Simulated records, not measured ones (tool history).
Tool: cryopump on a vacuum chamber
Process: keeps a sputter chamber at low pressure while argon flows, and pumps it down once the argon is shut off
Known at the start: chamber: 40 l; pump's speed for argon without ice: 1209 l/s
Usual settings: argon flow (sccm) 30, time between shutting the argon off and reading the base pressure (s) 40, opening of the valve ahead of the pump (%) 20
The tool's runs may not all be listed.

| run | hour | argon flow (sccm) | time between shutting the argon off and reading the base pressure (s) | opening of the valve ahead of the pump (%) | pressure while argon flows (Pa) | pressure after the wait (uPa) |
|---|---|---|---|---|---|---|
| 1 | 0.0 | 30 | 40 | 20 | 0.2208 | 5.22 |
| 2 | 22.5 | 30 | 40 | 20 | 0.2208 | 5.33 |
| 3 | 53.5 | 30 | 40 | 20 | 0.2200 | 5.46 |
| 4 | 98.0 | 30 | 40 | 27 | 0.1693 | 5.39 |
| 5 | 136.4 | 30 | 40 | 27 | 0.1712 | 5.58 |
| 6 | 157.3 | 30 | 40 | 20 | 0.2253 | 5.66 |
| 7 | 176.3 | 30 | 40 | 20 | 0.2256 | 5.60 |
| 8 | 211.8 | 30 | 40 | 20 | 0.2280 | 5.82 |
| 9 | 252.5 | 30 | 40 | 35 | 0.1402 | 6.00 |
| 10 | 277.2 | 30 | 40 | 20 | 0.2279 | 5.91 |
| 11 | 303.8 | 30 | 40 | 20 | 0.2313 | 6.14 |
|  | 319.0 | pump warmed up, emptied and cooled again |
| 12 | 354.0 | 30 | 252 | 20 | 0.2099 | 2.64 |
| 13 | 387.1 | 30 | 252 | 20 | 0.2112 | 2.73 |
| 14 | 406.7 | 30 | 252 | 20 | 0.2090 | 2.80 |
| 15 | 431.8 | 30 | 252 | 20 | 0.2141 | 2.75 |
| 16 | 461.9 | 30 | 252 | 20 | 0.2128 | 2.80 |
| 17 | 493.1 | 30 | 40 | 57 | 0.0787 | 5.33 |
| 18 | 521.1 | 30 | 40 | 57 | 0.0785 | 5.39 |
| 19 | 557.4 | 39 | 54 | 34 | 0.1676 | 4.89 |
| 20 | 588.9 | 30 | 42 | 20 | 0.2162 | 5.49 |
| 21 | 614.4 | 17 | 83 | 20 | 0.1225 | 4.09 |
| 22 | 636.5 | 17 | 83 | 20 | 0.1231 | 4.23 |
| 23 | 661.8 | 20 | 40 | 20 | 0.1458 | 5.77 |
| 24 | 693.5 | 28 | 72 | 20 | 0.2043 | 4.47 |
| 25 | 731.8 | 15 | 179 | 54 | 0.0435 | 3.77 |
| 26 | 772.3 | 15 | 179 | 54 | 0.0451 | 3.81 |
| 27 | 807.0 | 28 | 35 | 24 | 0.1751 | 6.53 |
| 28 | 843.9 | 43 | 153 | 58 | 0.1241 | 4.09 |
| 29 | 867.7 | 43 | 153 | 58 | 0.1274 | 4.13 |
| 30 | 889.2 | 16 | 290 | 23 | 0.1063 | 3.89 |
| 31 | 925.0 | 16 | 290 | 23 | 0.1056 | 3.92 |
| 32 | 962.8 | 16 | 169 | 35 | 0.0739 | 4.36 |
| 33 | 988.7 | 31 | 228 | 20 | 0.2360 | 4.39 |

Forecast each of these 5 alternatives for the next run:
| A | 1024.4 | 12 | 50 | 28 | ? | ? |
| B | 1024.4 | 23 | 228 | 31 | ? | ? |
| C | 1024.4 | 30 | 40 | 27 | ? | ? |
| D | 1024.4 | 18 | 30 | 19 | ? | ? |
| E | 1024.4 | 22 | 290 | 52 | ? | ? |

| run | pressure while argon flows (Pa) | pressure after the wait (uPa) |
|---|---|---|
| A | 0.0679 | 6.19 |
| B | 0.1214 | 4.43 |
| C | 0.1787 | 6.77 |
| D | 0.1450 | 7.96 |
| E | 0.0756 | 4.44 |
Without the tool's hidden state the same runs would have given:
| run | pressure while argon flows (Pa) | pressure after the wait (uPa) |
|---|---|---|
| A | 0.0592 | 2.58 |
| B | 0.1046 | 0.75 |
| C | 0.1568 | 3.15 |
| D | 0.1318 | 4.24 |
| E | 0.0595 | 0.67 |

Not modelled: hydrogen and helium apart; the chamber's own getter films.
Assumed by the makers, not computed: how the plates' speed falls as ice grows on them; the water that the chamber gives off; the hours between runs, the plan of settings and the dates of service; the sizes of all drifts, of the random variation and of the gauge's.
